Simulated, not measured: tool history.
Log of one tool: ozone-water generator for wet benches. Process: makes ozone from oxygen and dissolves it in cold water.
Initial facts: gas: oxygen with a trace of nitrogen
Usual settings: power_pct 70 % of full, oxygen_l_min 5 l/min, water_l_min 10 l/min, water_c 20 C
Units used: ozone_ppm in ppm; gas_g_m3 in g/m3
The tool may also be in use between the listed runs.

Run 1, hour 0: usual settings. Result: ozone_ppm 29.4 ppm, gas_g_m3 238.4 g/m3.
Run 2, hour 42.9: usual settings. Result: ozone_ppm 29.1 ppm, gas_g_m3 237.7 g/m3.
Run 3, hour 90.2: usual settings but water_l_min 11 l/min. Result: ozone_ppm 27.4 ppm, gas_g_m3 235.1 g/m3.
Run 4, hour 152: usual settings but water_l_min 11 l/min. Result: ozone_ppm 27.1 ppm, gas_g_m3 236.1 g/m3.
Run 5, hour 201: usual settings but water_l_min 14 l/min. Result: ozone_ppm 23.1 ppm, gas_g_m3 234.3 g/m3.
Run 6, hour 251.5: usual settings but oxygen_l_min 6.65 l/min, water_l_min 14 l/min. Result: ozone_ppm 23.9 ppm, gas_g_m3 214.7 g/m3.
Run 7, hour 341.7: usual settings but oxygen_l_min 6.65 l/min, water_l_min 14 l/min. Result: ozone_ppm 23.6 ppm, gas_g_m3 214 g/m3.
At hour 382.6: contactor cleaned.
Run 8, hour 407.3: usual settings but oxygen_l_min 6.65 l/min, water_l_min 13 l/min. Result: ozone_ppm 26.3 ppm, gas_g_m3 212.9 g/m3.
Run 9, hour 475.4: usual settings but oxygen_l_min 6.65 l/min, water_l_min 13 l/min. Result: ozone_ppm 26 ppm, gas_g_m3 211.8 g/m3.
Run 10, hour 535.4: usual settings but water_c 18 C. Result: ozone_ppm 30.9 ppm, gas_g_m3 231 g/m3.
At hour 541.4: water thermometer calibrated.
Run 11, hour 583.1: usual settings but water_c 18 C. Result: ozone_ppm 30.2 ppm, gas_g_m3 230.1 g/m3.
Run 12, hour 658.2: usual settings. Result: ozone_ppm 29.7 ppm, gas_g_m3 233.9 g/m3.
Run 13, hour 730.4: usual settings but water_l_min 7 l/min. Result: ozone_ppm 35.2 ppm, gas_g_m3 228.7 g/m3.
Run 14, hour 780.9: usual settings but power_pct 80 % of full, oxygen_l_min 3.53 l/min, water_c 13 C. Result: ozone_ppm 34.6 ppm, gas_g_m3 284.7 g/m3.
Run 15, hour 862.1: usual settings but power_pct 80 % of full, oxygen_l_min 3.53 l/min, water_c 13 C. Result: ozone_ppm 34.7 ppm, gas_g_m3 281.5 g/m3.
Run 16, hour 901.8: usual settings but power_pct 67 % of full, oxygen_l_min 6.71 l/min, water_l_min 8 l/min, water_c 21 C. Result: ozone_ppm 30.3 ppm, gas_g_m3 200.6 g/m3.
Run 17, hour 986.7: usual settings but power_pct 67 % of full, oxygen_l_min 4.1 l/min, water_l_min 8 l/min, water_c 21 C. Result: ozone_ppm 30.8 ppm, gas_g_m3 233 g/m3.
At hour 1004.8: water thermometer calibrated, once more.
Run 18, hour 1024.6: usual settings but power_pct 67 % of full, oxygen_l_min 4.1 l/min, water_l_min 8 l/min, water_c 21 C. Result: ozone_ppm 30.7 ppm, gas_g_m3 232.9 g/m3.
Run 19, hour 1075.9: usual settings but power_pct 44 % of full, oxygen_l_min 6.01 l/min, water_l_min 6 l/min, water_c 14 C. Result: ozone_ppm 29.2 ppm, gas_g_m3 149.7 g/m3.
Run 20, hour 1165.7: usual settings but power_pct 49 % of full, oxygen_l_min 2.98 l/min. Result: ozone_ppm 20 ppm, gas_g_m3 201.4 g/m3.
Run 21, hour 1203.9: usual settings but oxygen_l_min 2.6 l/min, water_l_min 9 l/min, water_c 17 C. Result: ozone_ppm 29.5 ppm, gas_g_m3 274.6 g/m3.
Run 22, hour 1266.2: usual settings but oxygen_l_min 2.6 l/min, water_l_min 9 l/min, water_c 17 C. Result: ozone_ppm 29 ppm, gas_g_m3 272 g/m3.
Run 23, hour 1317.6: usual settings but power_pct 95 % of full, oxygen_l_min 3.58 l/min, water_l_min 13 l/min, water_c 17 C. Result: ozone_ppm 29.6 ppm, gas_g_m3 313.5 g/m3.
Run 24, hour 1384.2: usual settings but power_pct 95 % of full, oxygen_l_min 4.32 l/min, water_l_min 13 l/min, water_c 17 C. Result: ozone_ppm 30.8 ppm, gas_g_m3 292.4 g/m3.
Run 25, hour 1433.7: usual settings but power_pct 95 % of full, oxygen_l_min 4.32 l/min, water_l_min 13 l/min, water_c 17 C. Result: ozone_ppm 30.7 ppm, gas_g_m3 293.8 g/m3.

Had the tool no unlogged condition, and each run kept its random variation, what would the results have been?
Hidden state at play: yield of the discharge, % of new electrodes'; contactor's efficiency, % of a clean one's; true water temperature over the reading, C; drift of the gauge itself on ozone_ppm, %; drift of the gauge itself on gas_g_m3, %.
run  ozone_ppm  gas_g_m3
  1       34.6     267.3
  2       34.4       267
  3       32.5     264.6
  4       32.4     266.6
  5       27.8     265.2
  6       28.8     243.6
  7       28.6     243.8
  8       30.2     243.3
  9         30     242.8
 10       35.9     265.6
 11       35.3     265.1
 12       34.9     270.3
 13       41.5     265.3
 14       41.6     336.6
 15       42.1     334.6
 16         36     233.2
 17       36.8     272.2
 18       36.4     272.5
 19       32.8     165.4
 20         23     226.6
 21       35.8     326.2
 22       35.4     324.2
 23         38     392.1
 24       39.8     367.4
 25       39.9     369.9
